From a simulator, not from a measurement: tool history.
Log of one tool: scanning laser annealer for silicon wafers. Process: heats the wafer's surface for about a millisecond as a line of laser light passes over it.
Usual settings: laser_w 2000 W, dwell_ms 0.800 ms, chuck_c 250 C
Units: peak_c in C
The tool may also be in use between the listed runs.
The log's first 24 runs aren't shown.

| run | hour | laser_w | dwell_ms | chuck_c | peak_c |
|---|---|---|---|---|---|
| 25 | 466.1 | 2198 | 0.800 | 239 | 1097 |
| 26 | 484.4 | 2198 | 0.800 | 239 | 1098 |
| 27 | 500.5 | 2198 | 0.743 | 243 | 1071 |
| 28 | 520.8 | 2198 | 0.743 | 243 | 1073 |
| 29 | 543.4 | 2000 | 0.800 | 246 | 1001 |
| 30 | 563.0 | 2000 | 0.799 | 245 | 1002 |
| 31 | 578.9 | 1884 | 0.957 | 250 | 1009 |
| 32 | 598.8 | 1704 | 0.592 | 260 | 794 |
| 33 | 610.6 | 1704 | 0.592 | 260 | 794 |
| 34 | 629.4 | 1704 | 0.592 | 246 | 780 |
| 35 | 642.3 | 1704 | 0.592 | 246 | 782 |
| 36 | 664.9 | 1840 | 0.592 | 227 | 816 |
| 37 | 683.1 | 1840 | 0.592 | 227 | 815 |
|  | 696.5 | window over the wafer cleaned |
| 38 | 709.4 | 1913 | 0.592 | 211 | 874 |
| 39 | 727.3 | 1804 | 0.888 | 250 | 985 |
| 40 | 741.3 | 1804 | 0.888 | 250 | 989 |
| 41 | 764.2 | 1978 | 0.802 | 225 | 1017 |
| 42 | 779.1 | 1941 | 0.670 | 241 | 953 |

Forecast each of these 3 alternatives for the next run:
| A | 798.2 | 1941 | 0.670 | 234 | ? |
| B | 798.2 | 1941 | 0.670 | 270 | ? |
| C | 798.2 | 1941 | 0.670 | 262 | ? |

| run | peak_c |
|---|---|
| A | 945 |
| B | 982 |
| C | 971 |
Without the tool's hidden state the same runs would have given:
| run | peak_c |
|---|---|
| A | 949 |
| B | 987 |
| C | 975 |
